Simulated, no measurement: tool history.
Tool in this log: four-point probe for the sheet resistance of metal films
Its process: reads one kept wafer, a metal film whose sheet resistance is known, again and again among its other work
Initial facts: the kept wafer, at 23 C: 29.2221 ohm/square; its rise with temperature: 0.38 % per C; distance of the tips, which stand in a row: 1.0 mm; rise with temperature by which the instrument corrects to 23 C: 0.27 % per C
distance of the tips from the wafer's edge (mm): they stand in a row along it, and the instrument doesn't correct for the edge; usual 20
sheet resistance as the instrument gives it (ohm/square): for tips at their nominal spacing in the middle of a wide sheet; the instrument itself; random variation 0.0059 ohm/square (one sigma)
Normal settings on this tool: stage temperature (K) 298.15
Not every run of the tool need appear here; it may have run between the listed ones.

run	hour	stage temperature (K)	distance of the tips from the wafer's edge (mm)	sheet resistance as the instrument gives it (ohm/square)
1	0.0	298.15	20	29.375825
2	56.6	298.15	20	29.372729
3	126.3	303.15	20	29.528214
4	188.8	298.15	3	30.987007
5	255.2	298.15	3	30.991723
6	316.4	298.15	3	30.988109
# hour 323.8: stage's thermometer calibrated
7	405.0	298.15	3	30.965547
8	443.1	298.15	4	30.260244
9	483.1	298.15	13	29.407047
# hour 550.2: stage's thermometer calibrated, once more
10	564.7	298.15	13	29.478163
11	652.2	298.15	13	29.489343
12	693.8	298.15	13	29.482832
13	771.6	293.15	49	29.239683
14	812.4	293.15	49	29.242103
15	897.4	293.15	12	29.342637
16	984.6	293.15	12	29.343536
17	1064.5	298.15	48	29.400650
18	1144.8	295.15	5	29.914809
19	1184.0	295.15	5	29.920892
20	1231.2	302.15	65	29.525957
21	1273.8	298.15	4	30.348193

Alternative continuations, all from the tool just after run 21; predict every row:
A	1335.9	294.15	20	?
B	1335.9	306.15	20	?
C	1335.9	295.15	74	?
D	1335.9	295.15	11	?

run	sheet resistance as the instrument gives it (ohm/square)
A	29.314780
B	29.687539
C	29.316518
D	29.432721
Without the tool's hidden state the same runs would have given:
run	sheet resistance as the instrument gives it (ohm/square)
A	29.200592
B	29.571129
C	29.202245
D	29.318039

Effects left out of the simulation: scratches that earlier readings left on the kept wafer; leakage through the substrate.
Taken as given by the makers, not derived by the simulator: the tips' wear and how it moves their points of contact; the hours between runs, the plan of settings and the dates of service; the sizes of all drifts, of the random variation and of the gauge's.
